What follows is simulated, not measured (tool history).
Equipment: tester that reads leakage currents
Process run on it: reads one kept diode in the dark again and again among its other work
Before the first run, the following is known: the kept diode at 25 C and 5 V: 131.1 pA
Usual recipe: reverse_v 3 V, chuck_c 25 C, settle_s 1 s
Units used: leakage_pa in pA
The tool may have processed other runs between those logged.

run,day,reverse_v,chuck_c,settle_s,leakage_pa
1,0,3,25,1,105.82
2,1.962,3,25,1,106.02
3,3.929,3,25,1,106.26
4,6.062,3,25,1,105.79
5,7.775,3,25,1,104.91
6,9.167,3,54,1,1063.88
7,10.733,3,25,1,105.68
8,12.258,3,25,1,105.83
9,15.2,3,25,1,105.06
10,17.729,3,25,1,105.18
11,20.875,3,25,1,104.91
# day 22.212: probe card cleaned and baked
12,22.754,1.05,25,1,67.07
# day 23.325: chuck's temperature calibrated
13,24.592,3,25,1,117.48
14,27.133,3,25,1,117.08
15,28.917,3,26,1,127.59
16,31.129,3,26,1,126.51
# day 31.446: probe card cleaned and baked, once more
17,34.117,3,26,4.71,116.92
18,37.25,3,26,4.71,116.7
19,39.596,3,25,1,107.5
20,42.554,3,42,1,445.31
21,44.054,3,44,7.32,519.15
22,45.779,6.23,25,1,146.22
23,47.125,2.52,25,1.74,99.14
24,48.875,18.91,41,2.01,888.65
25,50.712,4.67,30,4.95,197.09
26,53.054,4.67,24,0.31,120.98
27,56.108,14.84,32,1.98,380.33
28,57.804,14.84,32,1.98,382.07
29,60.496,3,22,2.65,80.92
30,62.733,3,22,2.65,80.83
31,64.188,3,44,2.65,515.94
32,66.396,3.07,27,0.9,128.19
33,68.85,3,35,0.38,250.2
34,70.458,3,35,0.38,249.52
35,72.233,3,35,0.38,250.07
36,73.542,3,35,0.38,249.54
37,75.425,3,35,0.38,251.27
38,77.667,3,35,0.38,250.38
39,79.462,1.09,22,9.53,52.32
40,82.2,2.61,25,1,99.55

What if the next run were any one of these 4? Each begins from the tool's condition after run 40:
A,85.362,3,25,1.11,?
B,85.362,2.61,22,1.76,?
C,85.362,6.21,23,1,?
D,85.362,4.28,25,3.71,?

run,leakage_pa
A,105.09
B,75.93
C,121.73
D,121.7
The same runs, with their run-to-run variation unchanged, on a tool lacking any hidden condition would have given:
run,leakage_pa
A,106.6
B,76.87
C,122.21
D,123.09

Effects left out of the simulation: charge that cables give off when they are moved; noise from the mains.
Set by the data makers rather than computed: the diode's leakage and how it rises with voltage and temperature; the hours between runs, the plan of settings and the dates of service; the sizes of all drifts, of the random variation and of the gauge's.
